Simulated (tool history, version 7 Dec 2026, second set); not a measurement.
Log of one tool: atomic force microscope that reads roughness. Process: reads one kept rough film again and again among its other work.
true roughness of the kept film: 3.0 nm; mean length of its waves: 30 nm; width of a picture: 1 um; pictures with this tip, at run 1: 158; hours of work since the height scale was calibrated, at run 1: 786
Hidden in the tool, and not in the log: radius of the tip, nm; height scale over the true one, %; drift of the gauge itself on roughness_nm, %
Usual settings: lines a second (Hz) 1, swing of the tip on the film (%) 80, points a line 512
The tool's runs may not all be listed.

run   hour  lines a second (Hz)  swing of the tip on the film (%)  points a line  pictures with this tip  hours of work since the height scale was calibrated  roughness of the kept film (nm (root mean square))
  1      0                    1                                80            512                     158                                                  786                                               2.431
  2   53.8                    1                                80            765                     289                                                  825                                               2.251
  3   82.3                    1                                80            765                     358                                                  845                                               2.175
      93.3  -- new tip fitted
  4  118.5                    1                                80            765                      62                                                  870                                               2.591
  5  161.7                    1                                80            765                     167                                                  901                                               2.457
  6  216.9                    1                                80            765                     301                                                  940                                               2.239
     250.6  -- new tip fitted
  7  250.6                  0.5                                80            304                       0                                                  964                                               2.728
  8    276                 1.42                                70            626                      62                                                  982                                               2.596
  9  324.7                 1.42                                70            626                     181                                                 1016                                               2.429
 10  372.5                 1.42                                70            626                     297                                                 1050                                               2.273
 11  404.1                 1.24                                56            545                     374                                                 1072                                               2.223

4 ways to go on from here, each from the tool as it stands after run 11. What would each give?
     407.5  -- new tip fitted
  A  444.9                 1.24                                56            747                      90                                                 1101                                                   ?
     407.5  -- new tip fitted
  B  444.9                 1.24                                56            315                      90                                                 1101                                                   ?
     407.5  -- new tip fitted
  C  444.9                 1.71                                80            512                      90                                                 1101                                                   ?
     407.5  -- new tip fitted
  D  444.9                 1.14                                60            512                      90                                                 1101                                                   ?

run  roughness of the kept film (nm (root mean square))
  A                                               2.601
  B                                               2.571
  C                                               2.501
  D                                               2.579
Without the tool's hidden state the same runs would have given:
run  roughness of the kept film (nm (root mean square))
  A                                               2.787
  B                                               2.755
  C                                                2.68
  D                                               2.764
